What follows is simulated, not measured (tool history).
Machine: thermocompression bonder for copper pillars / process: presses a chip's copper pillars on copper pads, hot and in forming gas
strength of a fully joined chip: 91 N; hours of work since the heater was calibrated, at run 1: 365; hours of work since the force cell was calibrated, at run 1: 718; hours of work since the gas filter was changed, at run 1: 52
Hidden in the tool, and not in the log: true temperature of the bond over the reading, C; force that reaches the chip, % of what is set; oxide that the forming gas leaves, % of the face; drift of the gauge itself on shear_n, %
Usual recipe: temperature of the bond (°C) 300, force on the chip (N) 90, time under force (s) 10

| run | day | temperature of the bond (°C) | force on the chip (N) | time under force (s) | hours of work since the heater was calibrated | hours of work since the force cell was calibrated | hours of work since the gas filter was changed | force that shears a chip off (N) |
|---|---|---|---|---|---|---|---|---|
| 1 | 0.000 | 300 | 90 | 10 | 365 | 718 | 52 | 39.3 |
| 2 | 0.867 | 300 | 90 | 10 | 374 | 727 | 61 | 38.9 |
| 3 | 1.492 | 300 | 90 | 10 | 380 | 733 | 67 | 38.9 |
| 4 | 2.212 | 300 | 90 | 10 | 388 | 741 | 75 | 39.2 |
| 5 | 2.662 | 300 | 90 | 10 | 392 | 745 | 79 | 39.1 |
| 6 | 3.438 | 300 | 90 | 10 | 400 | 753 | 87 | 38.1 |
| 7 | 4.262 | 300 | 90 | 10 | 409 | 762 | 96 | 37.3 |
| 8 | 5.017 | 300 | 90 | 10 | 416 | 769 | 103 | 37.5 |
| 9 | 5.504 | 300 | 90 | 10 | 421 | 774 | 108 | 38.9 |
| 10 | 6.342 | 300 | 90 | 27 | 430 | 783 | 117 | 52.1 |
| 11 | 6.979 | 300 | 92 | 27 | 436 | 789 | 123 | 54.0 |
| 12 | 7.950 | 300 | 92 | 27 | 446 | 799 | 133 | 52.7 |
| 13 | 8.946 | 300 | 92 | 27 | 456 | 809 | 143 | 52.7 |
| 14 | 9.717 | 302 | 92 | 27 | 464 | 817 | 151 | 54.4 |
| 15 | 10.183 | 300 | 90 | 10 | 469 | 822 | 156 | 37.5 |
| 16 | 10.625 | 300 | 90 | 10 | 473 | 826 | 160 | 36.8 |
| 17 | 11.154 | 305 | 123 | 14 | 479 | 832 | 166 | 56.1 |
| 18 | 11.621 | 300 | 77 | 10 | 483 | 837 | 171 | 32.3 |
| 19 | 12.571 | 323 | 120 | 14 | 493 | 846 | 180 | 64.4 |
| 20 | 13.396 | 286 | 121 | 15 | 501 | 855 | 189 | 44.9 |
|  | 13.871 | forming gas filter changed |
| 21 | 14.425 | 286 | 121 | 15 | 512 | 865 | 6 | 47.5 |
| 22 | 15.204 | 297 | 90 | 22 | 520 | 873 | 14 | 50.6 |
| 23 | 15.925 | 297 | 106 | 19 | 527 | 880 | 21 | 52.6 |
| 24 | 16.446 | 292 | 97 | 19 | 532 | 885 | 26 | 46.4 |
| 25 | 17.192 | 312 | 97 | 19 | 540 | 893 | 34 | 59.5 |
| 26 | 17.817 | 313 | 132 | 6 | 546 | 899 | 40 | 53.5 |
| 27 | 18.267 | 300 | 61 | 11 | 551 | 904 | 45 | 28.5 |
| 28 | 19.233 | 300 | 61 | 11 | 561 | 914 | 55 | 26.9 |
| 29 | 19.904 | 300 | 90 | 7 | 568 | 921 | 61 | 33.7 |
| 30 | 20.671 | 300 | 90 | 7 | 575 | 928 | 69 | 33.6 |

Alternative continuations, all from the tool just after run 30; predict every row:
| A | 21.375 | 300 | 90 | 29 | 583 | 936 | 76 | ? |
| B | 21.375 | 300 | 91 | 7 | 583 | 936 | 76 | ? |
| C | 21.375 | 315 | 78 | 15 | 583 | 936 | 76 | ? |

| run | force that shears a chip off (N) |
|---|---|
| A | 54.9 |
| B | 33.4 |
| C | 47.6 |
Without the tool's hidden state the same runs would have given:
| run | force that shears a chip off (N) |
|---|---|
| A | 55.6 |
| B | 33.7 |
| C | 48.0 |
